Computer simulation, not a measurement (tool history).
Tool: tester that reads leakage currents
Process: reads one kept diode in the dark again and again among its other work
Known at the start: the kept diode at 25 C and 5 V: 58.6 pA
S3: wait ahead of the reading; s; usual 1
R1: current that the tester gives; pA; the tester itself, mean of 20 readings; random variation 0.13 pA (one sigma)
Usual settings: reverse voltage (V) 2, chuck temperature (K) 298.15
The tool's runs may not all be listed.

run 1 hour=0 | reverse_voltage_(V)=2 chuck_temperature_(K)=298.15 S3=1 | R1=41.31
-- hour=40.5 chuck's temperature calibrated
run 2 hour=66.9 | reverse_voltage_(V)=2 chuck_temperature_(K)=298.15 S3=1 | R1=39.3
run 3 hour=103.2 | reverse_voltage_(V)=2 chuck_temperature_(K)=329.15 S3=1 | R1=324.08
run 4 hour=145.3 | reverse_voltage_(V)=2 chuck_temperature_(K)=329.15 S3=1 | R1=325.18
run 5 hour=212.4 | reverse_voltage_(V)=2 chuck_temperature_(K)=329.15 S3=1 | R1=324.72
run 6 hour=276.9 | reverse_voltage_(V)=2 chuck_temperature_(K)=298.15 S3=1 | R1=39.81
run 7 hour=327.5 | reverse_voltage_(V)=2 chuck_temperature_(K)=298.15 S3=1 | R1=39.74
run 8 hour=357.6 | reverse_voltage_(V)=2 chuck_temperature_(K)=298.15 S3=1 | R1=39.84
run 9 hour=414.1 | reverse_voltage_(V)=2 chuck_temperature_(K)=298.15 S3=1 | R1=39.81
run 10 hour=466.3 | reverse_voltage_(V)=2 chuck_temperature_(K)=298.15 S3=1 | R1=39.53
run 11 hour=511.7 | reverse_voltage_(V)=2 chuck_temperature_(K)=298.15 S3=1 | R1=39.58
run 12 hour=550.8 | reverse_voltage_(V)=2 chuck_temperature_(K)=298.15 S3=1 | R1=39.73
run 13 hour=616.2 | reverse_voltage_(V)=2 chuck_temperature_(K)=298.15 S3=1 | R1=39.74
run 14 hour=684.6 | reverse_voltage_(V)=1.99 chuck_temperature_(K)=298.15 S3=1.65 | R1=39.88
run 15 hour=743.1 | reverse_voltage_(V)=1.42 chuck_temperature_(K)=296.15 S3=1 | R1=29.31
run 16 hour=782.4 | reverse_voltage_(V)=1.42 chuck_temperature_(K)=296.15 S3=1 | R1=29.24
run 17 hour=850.5 | reverse_voltage_(V)=11.2 chuck_temperature_(K)=318.15 S3=1 | R1=367.78
run 18 hour=884.7 | reverse_voltage_(V)=6.93 chuck_temperature_(K)=315.15 S3=0.49 | R1=240.23
-- hour=931.1 probe card cleaned and baked
run 19 hour=953.9 | reverse_voltage_(V)=6.93 chuck_temperature_(K)=315.15 S3=0.49 | R1=235.31
run 20 hour=1021.9 | reverse_voltage_(V)=2 chuck_temperature_(K)=313.15 S3=1.72 | R1=114.12
run 21 hour=1076.2 | reverse_voltage_(V)=2 chuck_temperature_(K)=313.15 S3=2.46 | R1=114.32
run 22 hour=1107.3 | reverse_voltage_(V)=2 chuck_temperature_(K)=298.15 S3=1.6 | R1=38.73
run 23 hour=1149.4 | reverse_voltage_(V)=1.92 chuck_temperature_(K)=306.15 S3=7.35 | R1=68.61

Hidden state or all else? Some run-to-run changes of R1, split into what the settings, what came in and random variation would give without the hidden state, and what is left for the hidden state (with any gauge scatter that isn't in both results):
The hidden state here: stray current of the dirty probe card, pA a volt; current scale over the true one, %; true chuck temperature over the reading, C; drift of the gauge itself on leakage_pa, %.
Run 5 -> 6: chuck temperature (K) 329.15 -> 298.15. R1 -284.91 pA: hidden state +1.64, all else -286.55.
Run 16 -> 17: reverse voltage (V) 1.42 -> 11.2, chuck temperature (K) 296.15 -> 318.15. R1 +338.54 pA: hidden state +8.95, all else +329.59.
Run 18 -> 19: probe card cleaned and baked. R1 -4.92 pA: hidden state -5.58, all else +0.66.
